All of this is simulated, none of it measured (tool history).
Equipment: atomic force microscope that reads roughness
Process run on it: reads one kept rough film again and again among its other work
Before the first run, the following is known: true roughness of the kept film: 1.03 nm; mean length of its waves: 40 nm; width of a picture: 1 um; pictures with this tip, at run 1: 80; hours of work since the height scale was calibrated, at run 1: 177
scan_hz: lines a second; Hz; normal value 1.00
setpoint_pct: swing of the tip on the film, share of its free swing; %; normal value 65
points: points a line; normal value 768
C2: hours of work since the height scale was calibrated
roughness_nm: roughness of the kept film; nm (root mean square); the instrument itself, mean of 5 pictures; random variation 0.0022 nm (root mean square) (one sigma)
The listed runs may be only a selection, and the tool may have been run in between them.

{"run": 1, "hour": 0.0, "scan_hz": 1.0, "setpoint_pct": 65, "points": 768, "pictures with this tip": 80, "C2": 177, "roughness_nm": 0.982}
{"run": 2, "hour": 34.4, "scan_hz": 1.65, "setpoint_pct": 65, "points": 768, "pictures with this tip": 116, "C2": 191, "roughness_nm": 0.968}
{"hour": 55.4, "done": "new tip fitted"}
{"run": 3, "hour": 64.4, "scan_hz": 1.65, "setpoint_pct": 65, "points": 768, "pictures with this tip": 9, "C2": 204, "roughness_nm": 0.987}
{"run": 4, "hour": 90.6, "scan_hz": 1.65, "setpoint_pct": 65, "points": 768, "pictures with this tip": 37, "C2": 215, "roughness_nm": 0.985}
{"run": 5, "hour": 122.7, "scan_hz": 1.0, "setpoint_pct": 65, "points": 768, "pictures with this tip": 70, "C2": 228, "roughness_nm": 0.985}
{"run": 6, "hour": 142.8, "scan_hz": 1.52, "setpoint_pct": 65, "points": 768, "pictures with this tip": 92, "C2": 237, "roughness_nm": 0.975}
{"run": 7, "hour": 166.5, "scan_hz": 3.83, "setpoint_pct": 65, "points": 768, "pictures with this tip": 117, "C2": 247, "roughness_nm": 0.944}
{"hour": 170.4, "done": "height scale calibrated on a step standard"}
{"hour": 187.5, "done": "new tip fitted"}
{"run": 8, "hour": 192.4, "scan_hz": 1.0, "setpoint_pct": 65, "points": 505, "pictures with this tip": 5, "C2": 9, "roughness_nm": 0.993}
{"run": 9, "hour": 208.8, "scan_hz": 1.0, "setpoint_pct": 65, "points": 768, "pictures with this tip": 22, "C2": 16, "roughness_nm": 0.995}
{"run": 10, "hour": 226.4, "scan_hz": 1.0, "setpoint_pct": 65, "points": 768, "pictures with this tip": 41, "C2": 23, "roughness_nm": 0.994}
{"hour": 254.8, "done": "height scale calibrated on a step standard, once more"}
{"run": 11, "hour": 257.1, "scan_hz": 1.0, "setpoint_pct": 65, "points": 768, "pictures with this tip": 72, "C2": 1, "roughness_nm": 0.982}
{"run": 12, "hour": 282.7, "scan_hz": 1.0, "setpoint_pct": 65, "points": 768, "pictures with this tip": 99, "C2": 12, "roughness_nm": 0.973}
{"run": 13, "hour": 303.0, "scan_hz": 1.0, "setpoint_pct": 65, "points": 768, "pictures with this tip": 121, "C2": 20, "roughness_nm": 0.973}
{"hour": 319.1, "done": "new tip fitted"}
{"run": 14, "hour": 326.2, "scan_hz": 3.69, "setpoint_pct": 65, "points": 738, "pictures with this tip": 8, "C2": 30, "roughness_nm": 0.964}
{"run": 15, "hour": 354.1, "scan_hz": 2.22, "setpoint_pct": 56, "points": 738, "pictures with this tip": 37, "C2": 42, "roughness_nm": 0.985}
{"run": 16, "hour": 385.2, "scan_hz": 0.76, "setpoint_pct": 65, "points": 768, "pictures with this tip": 70, "C2": 55, "roughness_nm": 0.989}
{"run": 17, "hour": 418.2, "scan_hz": 1.0, "setpoint_pct": 65, "points": 353, "pictures with this tip": 104, "C2": 69, "roughness_nm": 0.974}
{"run": 18, "hour": 442.1, "scan_hz": 1.0, "setpoint_pct": 56, "points": 367, "pictures with this tip": 130, "C2": 79, "roughness_nm": 0.97}
{"hour": 450.6, "done": "new tip fitted"}
{"run": 19, "hour": 474.6, "scan_hz": 3.14, "setpoint_pct": 60, "points": 516, "pictures with this tip": 25, "C2": 93, "roughness_nm": 0.974}
{"run": 20, "hour": 494.3, "scan_hz": 2.14, "setpoint_pct": 65, "points": 776, "pictures with this tip": 46, "C2": 101, "roughness_nm": 0.976}
{"run": 21, "hour": 521.9, "scan_hz": 2.33, "setpoint_pct": 87, "points": 507, "pictures with this tip": 75, "C2": 113, "roughness_nm": 0.908}
{"run": 22, "hour": 558.6, "scan_hz": 2.33, "setpoint_pct": 87, "points": 507, "pictures with this tip": 114, "C2": 128, "roughness_nm": 0.902}
{"hour": 582.8, "done": "new tip fitted"}
{"run": 23, "hour": 582.8, "scan_hz": 2.33, "setpoint_pct": 87, "points": 507, "pictures with this tip": 0, "C2": 138, "roughness_nm": 0.922}

Consider 4 possible next runs. They are alternatives, not a sequence: every one starts from the tool as it was left by run 23. What does each give?
{"run": "A", "hour": 612.9, "scan_hz": 0.51, "setpoint_pct": 87, "points": 507, "pictures with this tip": 31, "C2": 151, "roughness_nm": "?"}
{"run": "B", "hour": 612.9, "scan_hz": 2.33, "setpoint_pct": 87, "points": 367, "pictures with this tip": 31, "C2": 151, "roughness_nm": "?"}
{"run": "C", "hour": 612.9, "scan_hz": 1.0, "setpoint_pct": 89, "points": 944, "pictures with this tip": 31, "C2": 151, "roughness_nm": "?"}
{"run": "D", "hour": 612.9, "scan_hz": 0.8, "setpoint_pct": 70, "points": 673, "pictures with this tip": 31, "C2": 151, "roughness_nm": "?"}

run=A roughness_nm=0.982
run=B roughness_nm=0.915
run=C roughness_nm=0.963
run=D roughness_nm=0.994
With the hidden condition removed and each run's random variation left untouched, the same runs would have given:
run=A roughness_nm=0.988
run=B roughness_nm=0.921
run=C roughness_nm=0.969
run=D roughness_nm=1.000
